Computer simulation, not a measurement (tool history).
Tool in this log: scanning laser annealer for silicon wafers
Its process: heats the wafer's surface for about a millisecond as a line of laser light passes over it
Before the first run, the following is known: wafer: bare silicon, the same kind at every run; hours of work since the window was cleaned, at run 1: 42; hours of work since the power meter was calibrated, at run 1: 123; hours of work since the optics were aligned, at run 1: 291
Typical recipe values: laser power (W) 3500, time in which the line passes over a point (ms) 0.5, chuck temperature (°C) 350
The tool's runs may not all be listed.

run,hour,laser power (W),time in which the line passes over a point (ms),chuck temperature (°C),hours of work since the window was cleaned,hours of work since the power meter was calibrated,hours of work since the optics were aligned,highest temperature of the surface (°C)
1,0,3500,0.5,350,42,123,291,1051
2,9.5,3384,0.5,350,47,128,296,1033
3,18.5,3384,0.5,350,51,133,300,1031
4,35.7,3384,0.5,350,60,142,309,1027
5,48.9,3384,0.5,350,67,149,316,1031
6,66.7,3384,0.5,350,77,158,326,1026
7,80.1,3153,0.5,350,84,165,333,985
8,90,3500,0.5,346,89,170,338,1044
9,102.9,3565,0.365,350,96,177,345,955

Run 10 comes next. What will it give?
10,116.8,3259,0.5,327,103,184,352,?

highest temperature of the surface (°C): 978
Were there no unlogged condition in the tool, this run, its random variation unchanged, would have produced highest temperature of the surface (°C) 989.

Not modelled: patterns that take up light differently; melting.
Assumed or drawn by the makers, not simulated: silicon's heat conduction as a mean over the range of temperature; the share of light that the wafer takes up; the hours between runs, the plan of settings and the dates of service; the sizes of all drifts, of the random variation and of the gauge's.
